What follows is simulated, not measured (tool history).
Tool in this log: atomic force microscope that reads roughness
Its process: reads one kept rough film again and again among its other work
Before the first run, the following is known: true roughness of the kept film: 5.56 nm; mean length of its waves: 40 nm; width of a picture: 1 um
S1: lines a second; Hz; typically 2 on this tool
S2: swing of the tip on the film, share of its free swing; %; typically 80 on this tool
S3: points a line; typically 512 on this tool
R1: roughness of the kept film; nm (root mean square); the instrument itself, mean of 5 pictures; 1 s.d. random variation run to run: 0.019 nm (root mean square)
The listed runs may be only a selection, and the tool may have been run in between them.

run	day	S1	S2	S3	R1
1	0	2	80	512	3.816
2	0.412	2	57	512	3.977
3	0.675	2	57	512	3.916
4	1.192	1.37	80	512	3.622
# day 1.404: new tip fitted
5	1.746	1.37	80	512	4.607
6	2.158	1.37	80	512	4.527
7	2.512	2	80	512	4.226
8	2.825	2	80	512	4.162
9	3.283	2	80	512	4
10	3.775	2	74	512	3.989
# day 3.858: height scale calibrated on a step standard
11	4.2	2	62	512	4.003
12	4.621	2	62	846	3.926
13	4.879	2	62	846	3.869
# day 5.046: height scale calibrated on a step standard, once more
# day 5.475: new tip fitted
14	5.475	2	62	846	4.847
15	5.971	2	62	846	4.681
16	6.262	2	84	512	4.227
17	6.725	1.32	59	435	4.525

Estimate the outcome of run 18 from the log above:
18	6.996	1.32	59	435	?

{"run 18": {"R1": 4.404}}
Were there no unlogged condition in the tool, this run, its random variation unchanged, would have produced R1 4.965 nm (root mean square).
